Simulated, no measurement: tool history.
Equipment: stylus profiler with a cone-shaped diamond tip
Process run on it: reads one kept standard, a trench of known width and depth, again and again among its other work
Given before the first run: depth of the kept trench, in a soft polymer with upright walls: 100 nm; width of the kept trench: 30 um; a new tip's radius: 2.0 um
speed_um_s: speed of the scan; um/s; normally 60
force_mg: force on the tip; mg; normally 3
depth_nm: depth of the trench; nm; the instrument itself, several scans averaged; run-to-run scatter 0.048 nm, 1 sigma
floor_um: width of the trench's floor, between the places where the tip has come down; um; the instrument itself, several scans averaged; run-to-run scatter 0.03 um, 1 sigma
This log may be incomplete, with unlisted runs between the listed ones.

run,day,speed_um_s,force_mg,depth_nm,floor_um
1,0,60,3,102.28,28.05
2,0.592,60,3,102.2,28.05
3,1.638,60,3,102.18,28.05
4,2.238,143,3,102.16,27.58
5,3.146,143,3,102.17,27.6
6,4.504,22,3,102.19,28.23
7,5.746,18,2.74,102.1,28.27
8,6.854,39,2.74,102.1,28.16
9,7.562,39,2.74,102.01,28.17
10,8.4,203,1.73,101.55,26.83

Difference, measured minus no-hidden-state, one row per run. Run-to-run variation is common to both terms; the gauge's own scatter need not be:
Unlogged tool condition in this case: radius of the tip, um; height scale over the true one, %; drift of the gauge itself on depth_nm, %; drift of the gauge itself on floor_um, %.
run,depth_nm,floor_um
1,+0.17,-0.33
2,+0.18,-0.34
3,+0.18,-0.34
4,+0.18,-0.34
5,+0.18,-0.34
6,+0.19,-0.36
7,+0.19,-0.37
8,+0.2,-0.37
9,+0.19,-0.37
10,+0.19,-0.38
